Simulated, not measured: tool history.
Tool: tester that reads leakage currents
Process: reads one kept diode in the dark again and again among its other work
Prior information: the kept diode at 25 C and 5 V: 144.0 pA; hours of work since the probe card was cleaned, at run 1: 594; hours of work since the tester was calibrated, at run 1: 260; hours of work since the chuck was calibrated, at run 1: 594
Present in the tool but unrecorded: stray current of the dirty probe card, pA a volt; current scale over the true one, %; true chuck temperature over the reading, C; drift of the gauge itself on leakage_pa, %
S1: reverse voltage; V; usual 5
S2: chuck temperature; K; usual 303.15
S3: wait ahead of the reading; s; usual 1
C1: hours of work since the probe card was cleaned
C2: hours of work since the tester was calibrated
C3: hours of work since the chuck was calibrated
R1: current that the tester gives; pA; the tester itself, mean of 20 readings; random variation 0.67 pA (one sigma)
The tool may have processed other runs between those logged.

run	hour	S1	S2	S3	C1	C2	C3	R1
1	0	5	303.15	1	594	260	594	247.56
# hour 136.8: chuck's temperature calibrated
2	160.9	5	303.15	1	714	379	18	220.23
3	274	5	303.15	0.31	799	464	103	226.7
4	412.8	5	303.15	0.31	903	568	207	231.56
5	672.1	2.85	303.15	1	1098	763	402	187.41
6	891.3	5	303.15	1	1262	928	567	243.91
7	1024.7	5	303.15	1	1363	1028	667	248.13
# hour 1064.9: chuck's temperature calibrated
8	1148.7	5	303.15	1	1454	1120	63	223.7
9	1266	5	303.15	1	1542	1208	151	226.9
10	1515.8	5	303.15	1	1730	1395	339	236.45
11	1710	5.23	303.15	1	1876	1541	484	243.71
12	1948.1	5	303.15	1	2055	1720	663	249.07
# hour 1998.1: chuck's temperature calibrated
13	2066.7	5	303.15	1	2142	1808	52	220.73
14	2245.5	5	303.15	1	2277	1942	186	227.7
15	2493.6	5	321.15	1	2463	2128	372	947.77
16	2605	5	312.15	1	2547	2212	456	490.73
17	2800	5	312.15	1	2693	2358	602	502.02
# hour 2930.5: chuck's temperature calibrated
18	3059.3	5	312.15	1	2886	2552	97	462.75
19	3179.4	5	296.15	1	2977	2642	187	129.23
20	3338.1	5	296.15	1	3096	2761	306	132.7
21	3529.7	1.71	325.15	6.94	3240	2905	450	837.65
22	3655	1.71	325.15	6.94	3334	2999	544	849.4
23	3841.9	1.2	303.15	0.41	3474	3140	685	139.58
# hour 3866: chuck's temperature calibrated
24	4104.4	1.2	303.15	0.41	3670	3335	179	126.53
25	4213.3	5	321.15	3	3752	3417	261	930.44
26	4344.9	5	321.15	3	3850	3516	360	947.87
# hour 4363.1: probe card cleaned and baked
27	4495.3	1.68	317.15	2.02	99	3626	470	457.64
28	4610.4	8.81	317.15	1.13	186	3713	557	922.28
29	4721	8.81	317.15	1.13	269	3796	640	930.12
# hour 4793.8: chuck's temperature calibrated
30	4855.8	9.14	325.15	1.13	369	3896	47	1544.83
# hour 4949.3: tester calibrated
31	5014.5	1.17	308.15	1.29	486	49	164	188.93
32	5265.7	1.17	308.15	1.29	675	238	353	195.34
33	5376	1.26	303.15	1.95	758	321	436	135.85
34	5593.6	1.26	303.15	1.95	921	484	599	139.85
# hour 5738.2: chuck's temperature calibrated
35	5831	1.68	297.15	1.79	1098	661	70	85.49
36	5957.7	1.3	328.15	0.64	1193	756	165	883.78
37	6107.7	2.73	326.15	8.44	1306	869	278	1050.94
38	6370.4	6.98	326.15	8.75	1503	1066	475	1594.43
39	6511	4.53	303.15	1	1609	1172	580	235.84

What differs in the tool's unlogged condition from the final listed run ahead of each entry between runs to the first listed run following it?
Logged between run 1 and run 2: chuck's temperature calibrated (hour 136.8)
  stray current of the dirty probe card, pA a volt: 0.107 -> 0.126; current scale over the true one, %: -0.16 -> -0.23; true chuck temperature over the reading, C: 1.32 -> -0.08
  what was measured, less what the result would be without the hidden state, R1: +25.42 -> -1.49 pA
Logged between run 7 and run 8: chuck's temperature calibrated (hour 1064.9)
  stray current of the dirty probe card, pA a volt: 0.23 -> 0.246; current scale over the true one, %: -0.57 -> -0.62; true chuck temperature over the reading, C: 1.41 -> 0.11
  what was measured, less what the result would be without the hidden state, R1: +26.89 -> +1.75 pA
Logged between run 12 and run 13: chuck's temperature calibrated (hour 1998.1)
  stray current of the dirty probe card, pA a volt: 0.342 -> 0.356; current scale over the true one, %: -0.94 -> -0.98; true chuck temperature over the reading, C: 1.49 -> 0.04
  what was measured, less what the result would be without the hidden state, R1: +28.05 -> +0.2 pA
Logged between run 17 and run 18: chuck's temperature calibrated (hour 2930.5)
  stray current of the dirty probe card, pA a volt: 0.443 -> 0.473; current scale over the true one, %: -1.27 -> -1.37; true chuck temperature over the reading, C: 1.28 -> 0.31
  what was measured, less what the result would be without the hidden state, R1: +43.68 -> +6.98 pA
Logged between run 23 and run 24: chuck's temperature calibrated (hour 3866)
  stray current of the dirty probe card, pA a volt: 0.561 -> 0.591; current scale over the true one, %: -1.67 -> -1.78; true chuck temperature over the reading, C: 1.71 -> 0.4
  what was measured, less what the result would be without the hidden state, R1: +16.74 -> +2.59 pA
Logged between run 26 and run 27: probe card cleaned and baked (hour 4363.1)
  stray current of the dirty probe card, pA a volt: 0.62 -> 0.041; current scale over the true one, %: -1.87 -> -1.93; true chuck temperature over the reading, C: 0.84 -> 1.11
  what was measured, less what the result would be without the hidden state, R1: +42.93 -> +28.71 pA
Logged between run 29 and run 30: chuck's temperature calibrated (hour 4793.8)
  stray current of the dirty probe card, pA a volt: 0.069 -> 0.086; current scale over the true one, %: -2.02 -> -2.07; true chuck temperature over the reading, C: 1.48 -> 0.17
  what was measured, less what the result would be without the hidden state, R1: +81.36 -> -12.41 pA
Logged between run 30 and run 31: tester calibrated (hour 4949.3)
  stray current of the dirty probe card, pA a volt: 0.086 -> 0.102; current scale over the true one, %: -2.07 -> 0.01; true chuck temperature over the reading, C: 0.17 -> 0.43
  what was measured, less what the result would be without the hidden state, R1: -12.41 -> +6.52 pA
Logged between run 34 and run 35: chuck's temperature calibrated (hour 5738.2)
  stray current of the dirty probe card, pA a volt: 0.176 -> 0.203; current scale over the true one, %: -0.21 -> -0.31; true chuck temperature over the reading, C: 1.38 -> 0.11
  what was measured, less what the result would be without the hidden state, R1: +14.96 -> +0.84 pA
